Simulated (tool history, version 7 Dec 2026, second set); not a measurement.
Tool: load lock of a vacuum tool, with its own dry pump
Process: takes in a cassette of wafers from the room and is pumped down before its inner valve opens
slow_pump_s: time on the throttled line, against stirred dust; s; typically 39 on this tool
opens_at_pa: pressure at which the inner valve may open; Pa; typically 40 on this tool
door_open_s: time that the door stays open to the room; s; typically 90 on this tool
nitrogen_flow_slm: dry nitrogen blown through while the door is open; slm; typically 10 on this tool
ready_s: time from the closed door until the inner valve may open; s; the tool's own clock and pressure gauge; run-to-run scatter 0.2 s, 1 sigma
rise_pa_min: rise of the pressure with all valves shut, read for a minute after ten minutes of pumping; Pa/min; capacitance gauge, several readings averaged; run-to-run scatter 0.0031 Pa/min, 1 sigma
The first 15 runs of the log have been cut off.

run,hour,slow_pump_s,opens_at_pa,door_open_s,nitrogen_flow_slm,hours that the pump has run since its overhaul,times that the door has closed on its seal,"incoming humidity of the room's air, %",ready_s,rise_pa_min
16,2069,39,40,90,10,10299,17246,47.7,51.3,0.162
17,2224.2,39,40,90,9,10454,17541,44.4,50.9,0.162
18,2307,39,40,90,8,10537,17698,41.5,50.8,0.164
19,2475.1,39,40,90,8,10705,18018,48.9,51,0.177
20,2607.8,36,40,90,19,10838,18270,42.1,48.2,0.137
21,2757.9,59,48,86,18,10988,18556,43.4,68,0.144
22,2893.1,60,35,90,44,11123,18813,44.2,69.5,0.124
23,3036.5,39,28,90,32,11267,19086,41.4,52.4,0.127
24,3138.7,39,28,90,32,11369,19280,46.7,51.9,0.136
25,3248.2,39,34,31,10,11478,19488,44.6,51.7,0.135
26,3399,39,45,136,10,11629,19775,47.6,50.8,0.209
27,3578.1,38,55,153,10,11808,20116,45.2,49.6,0.206
28,3680.9,39,40,123,9,11911,20311,45.9,51.1,0.197
29,3835.8,61,40,118,9,12066,20606,43.8,70.3,0.197
30,4000.6,39,77,105,20,12231,20919,46.9,49.9,0.164
31,4083.1,39,77,105,20,12313,21076,41.7,49.8,0.165
32,4196.1,39,35,105,8,12426,21291,48.7,51.8,0.217
# hour 4269.3: dry pump taken out, an overhauled one fitted
33,4344.9,48,54,28,5,76,21562,45.8,56.5,0.169
34,4447.8,23,41,208,11,179,21758,46,34.9,0.236
35,4568.6,23,41,208,11,299,21988,46.8,35.2,0.245
36,4648.7,77,40,49,10,379,22140,43.5,83.1,0.175

3 ways to go on from here, each from the tool as it stands after run 36. What would each give?
A,4766.3,77,40,33,10,497,22364,43.6,?,?
B,4766.3,25,40,49,10,497,22364,42.4,?,?
C,4766.3,77,40,49,17,497,22364,43.7,?,?

run,ready_s,rise_pa_min
A,83,0.16
B,36.8,0.171
C,84.3,0.163
Stripped of hidden state, with their random variation kept, the same runs would have yielded:
run,ready_s,rise_pa_min
A,83.1,0.045
B,36.8,0.056
C,84.3,0.046
